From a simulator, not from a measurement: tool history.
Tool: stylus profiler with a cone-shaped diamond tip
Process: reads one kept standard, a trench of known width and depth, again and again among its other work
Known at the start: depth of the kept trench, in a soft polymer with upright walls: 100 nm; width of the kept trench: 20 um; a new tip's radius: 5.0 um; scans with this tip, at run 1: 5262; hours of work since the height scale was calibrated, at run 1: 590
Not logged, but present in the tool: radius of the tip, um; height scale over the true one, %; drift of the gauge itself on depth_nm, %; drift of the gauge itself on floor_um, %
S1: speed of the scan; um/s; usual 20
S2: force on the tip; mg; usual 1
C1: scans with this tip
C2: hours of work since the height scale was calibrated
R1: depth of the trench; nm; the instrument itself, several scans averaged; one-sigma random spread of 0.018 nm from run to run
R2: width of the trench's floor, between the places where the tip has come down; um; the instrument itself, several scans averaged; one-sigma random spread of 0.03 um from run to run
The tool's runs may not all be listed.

run 1 hour=0 | S1=20 S2=1 | C1=5262 C2=590 | R1=101.02 R2=17.7
run 2 hour=26.1 | S1=20 S2=1 | C1=5385 C2=603 | R1=101.03 R2=17.71
run 3 hour=53 | S1=20 S2=1 | C1=5511 C2=618 | R1=101.04 R2=17.69
run 4 hour=94.5 | S1=20 S2=0.37 | C1=5705 C2=639 | R1=100.62 R2=17.67
run 5 hour=137.1 | S1=64 S2=1 | C1=5904 C2=662 | R1=101.04 R2=17.56
run 6 hour=160.5 | S1=20 S2=1 | C1=6014 C2=674 | R1=101.02 R2=17.72
run 7 hour=197.9 | S1=20 S2=1 | C1=6189 C2=694 | R1=101.05 R2=17.71
run 8 hour=223.2 | S1=20 S2=0.52 | C1=6307 C2=707 | R1=100.72 R2=17.7
run 9 hour=247.5 | S1=20 S2=0.52 | C1=6421 C2=720 | R1=100.71 R2=17.71
run 10 hour=280.3 | S1=20 S2=0.52 | C1=6575 C2=737 | R1=100.74 R2=17.73
run 11 hour=307.2 | S1=52 S2=0.52 | C1=6701 C2=751 | R1=100.76 R2=17.57
run 12 hour=334.8 | S1=18 S2=0.52 | C1=6830 C2=765 | R1=100.75 R2=17.68
run 13 hour=368.7 | S1=70 S2=0.35 | C1=6989 C2=783 | R1=100.66 R2=17.35
run 14 hour=388.5 | S1=8 S2=0.57 | C1=7082 C2=794 | R1=100.81 R2=17.76
run 15 hour=431 | S1=12 S2=0.78 | C1=7280 C2=816 | R1=100.9 R2=17.75
run 16 hour=466.7 | S1=38 S2=0.54 | C1=7448 C2=835 | R1=100.76 R2=17.55
-- hour=470.9 height scale calibrated on a step standard
run 17 hour=514.1 | S1=38 S2=0.54 | C1=7668 C2=23 | R1=100.88 R2=17.53
run 18 hour=539.3 | S1=40 S2=1.69 | C1=7786 C2=36 | R1=101.55 R2=17.55
run 19 hour=565 | S1=40 S2=1.69 | C1=7906 C2=49 | R1=101.55 R2=17.66
run 20 hour=611.5 | S1=26 S2=0.41 | C1=8124 C2=74 | R1=100.75 R2=17.65
run 21 hour=633.3 | S1=14 S2=0.7 | C1=8226 C2=85 | R1=101.01 R2=17.64
run 22 hour=659.1 | S1=65 S2=1.1 | C1=8347 C2=99 | R1=101.27 R2=17.48
run 23 hour=684.4 | S1=65 S2=1.1 | C1=8465 C2=112 | R1=101.22 R2=17.49
run 24 hour=711.3 | S1=6 S2=0.76 | C1=8591 C2=126 | R1=101.04 R2=17.72

The same runs without the tool's hidden state, with the same run-to-run variation:
run=1 R1=100.87 R2=17.9
run=2 R1=100.88 R2=17.91
run=3 R1=100.89 R2=17.9
run=4 R1=100.46 R2=17.88
run=5 R1=100.88 R2=17.78
run=6 R1=100.85 R2=17.95
run=7 R1=100.88 R2=17.94
run=8 R1=100.55 R2=17.94
run=9 R1=100.54 R2=17.95
run=10 R1=100.56 R2=17.97
run=11 R1=100.57 R2=17.82
run=12 R1=100.56 R2=17.93
run=13 R1=100.47 R2=17.61
run=14 R1=100.62 R2=18.02
run=15 R1=100.7 R2=18.02
run=16 R1=100.56 R2=17.82
run=17 R1=100.6 R2=17.8
run=18 R1=101.26 R2=17.83
run=19 R1=101.26 R2=17.95
run=20 R1=100.46 R2=17.95
run=21 R1=100.72 R2=17.93
run=22 R1=100.97 R2=17.79
run=23 R1=100.92 R2=17.79
run=24 R1=100.73 R2=18.03

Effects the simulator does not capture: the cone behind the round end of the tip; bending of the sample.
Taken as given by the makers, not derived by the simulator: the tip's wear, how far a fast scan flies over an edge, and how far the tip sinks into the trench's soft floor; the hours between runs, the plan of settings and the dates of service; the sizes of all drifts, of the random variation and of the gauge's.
